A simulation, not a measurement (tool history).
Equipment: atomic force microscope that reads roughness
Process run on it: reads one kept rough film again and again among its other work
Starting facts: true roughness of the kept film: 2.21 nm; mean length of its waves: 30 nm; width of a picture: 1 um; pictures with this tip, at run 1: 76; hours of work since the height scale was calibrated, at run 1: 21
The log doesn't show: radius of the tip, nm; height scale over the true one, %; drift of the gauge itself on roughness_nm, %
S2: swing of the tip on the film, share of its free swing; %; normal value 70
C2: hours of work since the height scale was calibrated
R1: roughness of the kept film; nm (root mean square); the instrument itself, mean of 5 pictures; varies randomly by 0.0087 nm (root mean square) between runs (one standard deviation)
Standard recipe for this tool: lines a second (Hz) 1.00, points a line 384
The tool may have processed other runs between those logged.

{"run": 1, "hour": 0.0, "lines a second (Hz)": 1.0, "S2": 70, "points a line": 384, "pictures with this tip": 76, "C2": 21, "R1": 1.768}
{"run": 2, "hour": 4.0, "lines a second (Hz)": 1.0, "S2": 70, "points a line": 384, "pictures with this tip": 82, "C2": 23, "R1": 1.767}
{"run": 3, "hour": 10.5, "lines a second (Hz)": 0.98, "S2": 70, "points a line": 384, "pictures with this tip": 91, "C2": 26, "R1": 1.746}
{"run": 4, "hour": 19.9, "lines a second (Hz)": 0.98, "S2": 70, "points a line": 384, "pictures with this tip": 103, "C2": 30, "R1": 1.747}
{"run": 5, "hour": 26.8, "lines a second (Hz)": 2.1, "S2": 70, "points a line": 384, "pictures with this tip": 113, "C2": 34, "R1": 1.661}
{"run": 6, "hour": 32.1, "lines a second (Hz)": 2.1, "S2": 70, "points a line": 384, "pictures with this tip": 120, "C2": 36, "R1": 1.648}
{"run": 7, "hour": 41.4, "lines a second (Hz)": 2.1, "S2": 70, "points a line": 384, "pictures with this tip": 133, "C2": 40, "R1": 1.63}
{"run": 8, "hour": 46.9, "lines a second (Hz)": 0.97, "S2": 70, "points a line": 384, "pictures with this tip": 140, "C2": 43, "R1": 1.677}
{"run": 9, "hour": 51.3, "lines a second (Hz)": 0.97, "S2": 70, "points a line": 384, "pictures with this tip": 146, "C2": 45, "R1": 1.671}
{"run": 10, "hour": 58.7, "lines a second (Hz)": 1.74, "S2": 70, "points a line": 384, "pictures with this tip": 156, "C2": 48, "R1": 1.606}
{"run": 11, "hour": 66.7, "lines a second (Hz)": 1.0, "S2": 70, "points a line": 384, "pictures with this tip": 167, "C2": 52, "R1": 1.653}
{"run": 12, "hour": 76.1, "lines a second (Hz)": 1.0, "S2": 70, "points a line": 384, "pictures with this tip": 179, "C2": 56, "R1": 1.638}
{"run": 13, "hour": 83.8, "lines a second (Hz)": 1.0, "S2": 70, "points a line": 384, "pictures with this tip": 190, "C2": 60, "R1": 1.606}
{"run": 14, "hour": 88.3, "lines a second (Hz)": 1.0, "S2": 70, "points a line": 384, "pictures with this tip": 196, "C2": 62, "R1": 1.61}
{"run": 15, "hour": 97.4, "lines a second (Hz)": 1.0, "S2": 70, "points a line": 384, "pictures with this tip": 208, "C2": 66, "R1": 1.597}
{"run": 16, "hour": 103.4, "lines a second (Hz)": 1.0, "S2": 70, "points a line": 384, "pictures with this tip": 216, "C2": 69, "R1": 1.596}
{"run": 17, "hour": 109.8, "lines a second (Hz)": 2.82, "S2": 70, "points a line": 384, "pictures with this tip": 225, "C2": 72, "R1": 1.464}
{"run": 18, "hour": 118.8, "lines a second (Hz)": 2.82, "S2": 70, "points a line": 384, "pictures with this tip": 237, "C2": 76, "R1": 1.447}
{"run": 19, "hour": 123.3, "lines a second (Hz)": 2.24, "S2": 70, "points a line": 384, "pictures with this tip": 243, "C2": 78, "R1": 1.482}
{"run": 20, "hour": 131.7, "lines a second (Hz)": 2.24, "S2": 70, "points a line": 384, "pictures with this tip": 255, "C2": 82, "R1": 1.472}
{"run": 21, "hour": 135.6, "lines a second (Hz)": 2.24, "S2": 70, "points a line": 384, "pictures with this tip": 260, "C2": 84, "R1": 1.449}
{"run": 22, "hour": 143.6, "lines a second (Hz)": 2.24, "S2": 70, "points a line": 384, "pictures with this tip": 271, "C2": 87, "R1": 1.443}
{"hour": 146.1, "done": "new tip fitted"}
{"run": 23, "hour": 148.9, "lines a second (Hz)": 2.24, "S2": 70, "points a line": 384, "pictures with this tip": 4, "C2": 90, "R1": 1.819}
{"hour": 150.6, "done": "height scale calibrated on a step standard"}
{"run": 24, "hour": 154.0, "lines a second (Hz)": 1.0, "S2": 68, "points a line": 384, "pictures with this tip": 10, "C2": 2, "R1": 1.908}
{"run": 25, "hour": 158.3, "lines a second (Hz)": 1.0, "S2": 68, "points a line": 384, "pictures with this tip": 16, "C2": 4, "R1": 1.858}
{"run": 26, "hour": 167.4, "lines a second (Hz)": 1.0, "S2": 68, "points a line": 384, "pictures with this tip": 28, "C2": 8, "R1": 1.887}
{"run": 27, "hour": 175.6, "lines a second (Hz)": 1.0, "S2": 68, "points a line": 549, "pictures with this tip": 39, "C2": 12, "R1": 1.859}
{"hour": 179.1, "done": "height scale calibrated on a step standard, once more"}
{"run": 28, "hour": 184.0, "lines a second (Hz)": 1.94, "S2": 62, "points a line": 617, "pictures with this tip": 49, "C2": 2, "R1": 1.835}
{"run": 29, "hour": 193.2, "lines a second (Hz)": 1.94, "S2": 62, "points a line": 617, "pictures with this tip": 61, "C2": 7, "R1": 1.795}
{"run": 30, "hour": 198.6, "lines a second (Hz)": 1.94, "S2": 62, "points a line": 617, "pictures with this tip": 69, "C2": 9, "R1": 1.801}
{"run": 31, "hour": 206.6, "lines a second (Hz)": 1.94, "S2": 75, "points a line": 675, "pictures with this tip": 80, "C2": 13, "R1": 1.677}
{"run": 32, "hour": 214.4, "lines a second (Hz)": 1.0, "S2": 73, "points a line": 260, "pictures with this tip": 90, "C2": 16, "R1": 1.721}
{"run": 33, "hour": 222.7, "lines a second (Hz)": 3.76, "S2": 70, "points a line": 912, "pictures with this tip": 101, "C2": 20, "R1": 1.581}
{"run": 34, "hour": 232.1, "lines a second (Hz)": 1.0, "S2": 88, "points a line": 384, "pictures with this tip": 114, "C2": 24, "R1": 1.623}
{"run": 35, "hour": 238.9, "lines a second (Hz)": 1.0, "S2": 88, "points a line": 263, "pictures with this tip": 123, "C2": 28, "R1": 1.592}
{"run": 36, "hour": 248.4, "lines a second (Hz)": 1.0, "S2": 88, "points a line": 263, "pictures with this tip": 136, "C2": 32, "R1": 1.575}
{"run": 37, "hour": 258.0, "lines a second (Hz)": 1.0, "S2": 88, "points a line": 263, "pictures with this tip": 149, "C2": 36, "R1": 1.563}
{"run": 38, "hour": 266.0, "lines a second (Hz)": 1.0, "S2": 88, "points a line": 263, "pictures with this tip": 160, "C2": 40, "R1": 1.558}
{"run": 39, "hour": 275.0, "lines a second (Hz)": 1.0, "S2": 70, "points a line": 369, "pictures with this tip": 172, "C2": 44, "R1": 1.64}
{"run": 40, "hour": 284.1, "lines a second (Hz)": 1.0, "S2": 70, "points a line": 369, "pictures with this tip": 184, "C2": 48, "R1": 1.615}
{"run": 41, "hour": 291.0, "lines a second (Hz)": 3.39, "S2": 65, "points a line": 778, "pictures with this tip": 194, "C2": 52, "R1": 1.523}
{"run": 42, "hour": 295.4, "lines a second (Hz)": 0.89, "S2": 82, "points a line": 790, "pictures with this tip": 200, "C2": 54, "R1": 1.565}
{"run": 43, "hour": 300.2, "lines a second (Hz)": 1.0, "S2": 64, "points a line": 383, "pictures with this tip": 206, "C2": 56, "R1": 1.622}
{"run": 44, "hour": 305.3, "lines a second (Hz)": 1.0, "S2": 64, "points a line": 474, "pictures with this tip": 213, "C2": 58, "R1": 1.609}
{"run": 45, "hour": 313.2, "lines a second (Hz)": 1.0, "S2": 64, "points a line": 474, "pictures with this tip": 224, "C2": 62, "R1": 1.608}
{"run": 46, "hour": 320.7, "lines a second (Hz)": 1.13, "S2": 83, "points a line": 262, "pictures with this tip": 234, "C2": 65, "R1": 1.486}
{"run": 47, "hour": 327.7, "lines a second (Hz)": 1.56, "S2": 80, "points a line": 691, "pictures with this tip": 243, "C2": 69, "R1": 1.467}
{"run": 48, "hour": 333.2, "lines a second (Hz)": 1.0, "S2": 89, "points a line": 275, "pictures with this tip": 251, "C2": 71, "R1": 1.439}
{"run": 49, "hour": 342.6, "lines a second (Hz)": 1.0, "S2": 89, "points a line": 275, "pictures with this tip": 263, "C2": 75, "R1": 1.43}
{"hour": 349.9, "done": "new tip fitted"}
{"run": 50, "hour": 351.0, "lines a second (Hz)": 3.41, "S2": 66, "points a line": 313, "pictures with this tip": 1, "C2": 79, "R1": 1.801}
{"run": 51, "hour": 357.4, "lines a second (Hz)": 3.41, "S2": 66, "points a line": 313, "pictures with this tip": 10, "C2": 82, "R1": 1.763}
{"run": 52, "hour": 366.4, "lines a second (Hz)": 1.0, "S2": 70, "points a line": 273, "pictures with this tip": 22, "C2": 86, "R1": 1.86}

Each row is a separate what-if for the run after 52, all from the same tool condition, not one after another. Results?
{"run": "A", "hour": 374.9, "lines a second (Hz)": 1.89, "S2": 69, "points a line": 947, "pictures with this tip": 33, "C2": 90, "R1": "?"}
{"run": "B", "hour": 374.9, "lines a second (Hz)": 3.35, "S2": 70, "points a line": 282, "pictures with this tip": 33, "C2": 90, "R1": "?"}
{"run": "C", "hour": 374.9, "lines a second (Hz)": 0.87, "S2": 74, "points a line": 694, "pictures with this tip": 33, "C2": 90, "R1": "?"}

run=A R1=1.815
run=B R1=1.690
run=C R1=1.869
Stripped of hidden state, with their random variation kept, the same runs would have yielded:
run=A R1=1.877
run=B R1=1.748
run=C R1=1.933
